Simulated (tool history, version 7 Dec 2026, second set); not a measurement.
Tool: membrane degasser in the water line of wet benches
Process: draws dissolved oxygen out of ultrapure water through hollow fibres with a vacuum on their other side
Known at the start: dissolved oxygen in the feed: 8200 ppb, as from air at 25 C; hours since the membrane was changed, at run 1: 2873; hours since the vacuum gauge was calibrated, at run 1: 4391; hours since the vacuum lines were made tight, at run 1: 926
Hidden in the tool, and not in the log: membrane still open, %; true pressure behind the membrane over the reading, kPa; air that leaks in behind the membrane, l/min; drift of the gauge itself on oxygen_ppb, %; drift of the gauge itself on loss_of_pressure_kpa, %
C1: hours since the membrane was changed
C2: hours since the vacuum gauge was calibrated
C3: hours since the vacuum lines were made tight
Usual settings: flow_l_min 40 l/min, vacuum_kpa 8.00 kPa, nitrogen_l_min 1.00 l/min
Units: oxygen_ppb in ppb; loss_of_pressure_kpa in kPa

run 1 hour=0.0 | flow_l_min=40 vacuum_kpa=8.00 nitrogen_l_min=1.00 | C1=2873 C2=4391 C3=926 | oxygen_ppb=606.0 loss_of_pressure_kpa=67.28
run 2 hour=112.8 | flow_l_min=40 vacuum_kpa=8.00 nitrogen_l_min=1.44 | C1=2986 C2=4504 C3=1039 | oxygen_ppb=514.7 loss_of_pressure_kpa=67.36
run 3 hour=310.7 | flow_l_min=40 vacuum_kpa=8.00 nitrogen_l_min=1.44 | C1=3184 C2=4702 C3=1237 | oxygen_ppb=510.5 loss_of_pressure_kpa=66.84
run 4 hour=421.8 | flow_l_min=40 vacuum_kpa=8.00 nitrogen_l_min=1.44 | C1=3295 C2=4813 C3=1348 | oxygen_ppb=510.9 loss_of_pressure_kpa=67.10
run 5 hour=538.4 | flow_l_min=40 vacuum_kpa=16.61 nitrogen_l_min=1.44 | C1=3412 C2=4930 C3=1465 | oxygen_ppb=951.9 loss_of_pressure_kpa=67.33
run 6 hour=676.6 | flow_l_min=40 vacuum_kpa=9.18 nitrogen_l_min=1.00 | C1=3550 C2=5068 C3=1603 | oxygen_ppb=691.9 loss_of_pressure_kpa=67.18
run 7 hour=782.0 | flow_l_min=40 vacuum_kpa=8.00 nitrogen_l_min=1.00 | C1=3655 C2=5173 C3=1708 | oxygen_ppb=588.8 loss_of_pressure_kpa=67.76
run 8 hour=965.2 | flow_l_min=47 vacuum_kpa=8.00 nitrogen_l_min=1.00 | C1=3838 C2=5356 C3=1892 | oxygen_ppb=737.2 loss_of_pressure_kpa=79.12
run 9 hour=1092.8 | flow_l_min=47 vacuum_kpa=8.00 nitrogen_l_min=1.00 | C1=3966 C2=5484 C3=2019 | oxygen_ppb=730.6 loss_of_pressure_kpa=78.72
run 10 hour=1260.6 | flow_l_min=47 vacuum_kpa=8.00 nitrogen_l_min=1.00 | C1=4134 C2=5652 C3=2187 | oxygen_ppb=746.8 loss_of_pressure_kpa=79.24
run 11 hour=1395.3 | flow_l_min=47 vacuum_kpa=8.00 nitrogen_l_min=1.00 | C1=4269 C2=5787 C3=2322 | oxygen_ppb=743.5 loss_of_pressure_kpa=79.11
run 12 hour=1537.3 | flow_l_min=47 vacuum_kpa=8.00 nitrogen_l_min=1.00 | C1=4411 C2=5929 C3=2464 | oxygen_ppb=731.5 loss_of_pressure_kpa=78.89
run 13 hour=1633.9 | flow_l_min=40 vacuum_kpa=4.92 nitrogen_l_min=1.00 | C1=4507 C2=6025 C3=2560 | oxygen_ppb=370.0 loss_of_pressure_kpa=67.09
run 14 hour=1791.8 | flow_l_min=47 vacuum_kpa=8.00 nitrogen_l_min=1.00 | C1=4665 C2=6183 C3=2718 | oxygen_ppb=739.1 loss_of_pressure_kpa=78.68
run 15 hour=1997.1 | flow_l_min=47 vacuum_kpa=8.00 nitrogen_l_min=1.00 | C1=4870 C2=6388 C3=2924 | oxygen_ppb=722.7 loss_of_pressure_kpa=78.89
run 16 hour=2110.7 | flow_l_min=47 vacuum_kpa=8.00 nitrogen_l_min=1.00 | C1=4984 C2=6502 C3=3037 | oxygen_ppb=745.2 loss_of_pressure_kpa=78.97
run 17 hour=2344.4 | flow_l_min=40 vacuum_kpa=8.00 nitrogen_l_min=1.00 | C1=5218 C2=6736 C3=3271 | oxygen_ppb=600.4 loss_of_pressure_kpa=67.24
run 18 hour=2518.3 | flow_l_min=32 vacuum_kpa=6.74 nitrogen_l_min=2.73 | C1=5392 C2=6910 C3=3445 | oxygen_ppb=241.9 loss_of_pressure_kpa=53.54
run 19 hour=2673.7 | flow_l_min=40 vacuum_kpa=19.81 nitrogen_l_min=1.75 | C1=5547 C2=7065 C3=3600 | oxygen_ppb=969.6 loss_of_pressure_kpa=67.12
run 20 hour=2838.2 | flow_l_min=46 vacuum_kpa=4.89 nitrogen_l_min=1.75 | C1=5712 C2=7229 C3=3765 | oxygen_ppb=422.3 loss_of_pressure_kpa=77.25
run 21 hour=3053.0 | flow_l_min=46 vacuum_kpa=4.89 nitrogen_l_min=1.75 | C1=5926 C2=7444 C3=3979 | oxygen_ppb=421.1 loss_of_pressure_kpa=77.13
run 22 hour=3279.0 | flow_l_min=46 vacuum_kpa=4.89 nitrogen_l_min=1.75 | C1=6152 C2=7670 C3=4205 | oxygen_ppb=424.1 loss_of_pressure_kpa=77.56
run 23 hour=3386.1 | flow_l_min=46 vacuum_kpa=4.89 nitrogen_l_min=1.75 | C1=6259 C2=7777 C3=4313 | oxygen_ppb=408.1 loss_of_pressure_kpa=77.53
run 24 hour=3485.3 | flow_l_min=46 vacuum_kpa=4.89 nitrogen_l_min=1.75 | C1=6359 C2=7877 C3=4412 | oxygen_ppb=418.7 loss_of_pressure_kpa=77.34
run 25 hour=3644.3 | flow_l_min=46 vacuum_kpa=4.89 nitrogen_l_min=2.99 | C1=6518 C2=8036 C3=4571 | oxygen_ppb=387.0 loss_of_pressure_kpa=77.31
run 26 hour=3773.8 | flow_l_min=46 vacuum_kpa=4.89 nitrogen_l_min=2.99 | C1=6647 C2=8165 C3=4700 | oxygen_ppb=383.7 loss_of_pressure_kpa=76.84
run 27 hour=3926.9 | flow_l_min=46 vacuum_kpa=4.89 nitrogen_l_min=2.99 | C1=6800 C2=8318 C3=4853 | oxygen_ppb=388.7 loss_of_pressure_kpa=77.53
run 28 hour=4062.2 | flow_l_min=53 vacuum_kpa=8.00 nitrogen_l_min=0.52 | C1=6936 C2=8453 C3=4989 | oxygen_ppb=1090.6 loss_of_pressure_kpa=88.95
run 29 hour=4252.6 | flow_l_min=25 vacuum_kpa=11.63 nitrogen_l_min=1.06 | C1=7126 C2=8644 C3=5179 | oxygen_ppb=483.7 loss_of_pressure_kpa=42.07
-- hour=4290.8 vacuum gauge calibrated
run 30 hour=4357.1 | flow_l_min=25 vacuum_kpa=8.23 nitrogen_l_min=0.96 | C1=7230 C2=66 C3=5283 | oxygen_ppb=347.3 loss_of_pressure_kpa=41.92
run 31 hour=4487.6 | flow_l_min=25 vacuum_kpa=15.47 nitrogen_l_min=0.96 | C1=7360 C2=197 C3=5414 | oxygen_ppb=706.2 loss_of_pressure_kpa=42.04
run 32 hour=4589.1 | flow_l_min=25 vacuum_kpa=15.47 nitrogen_l_min=0.96 | C1=7462 C2=298 C3=5515 | oxygen_ppb=718.3 loss_of_pressure_kpa=42.07
run 33 hour=4825.8 | flow_l_min=25 vacuum_kpa=15.47 nitrogen_l_min=0.96 | C1=7699 C2=535 C3=5752 | oxygen_ppb=717.9 loss_of_pressure_kpa=42.33

Hidden state at the last listed run before each entry between runs and at the first one after, where it differs:
Between runs 29 and 30: vacuum gauge calibrated (hour 4290.8)
  no hidden state differs between the two runs
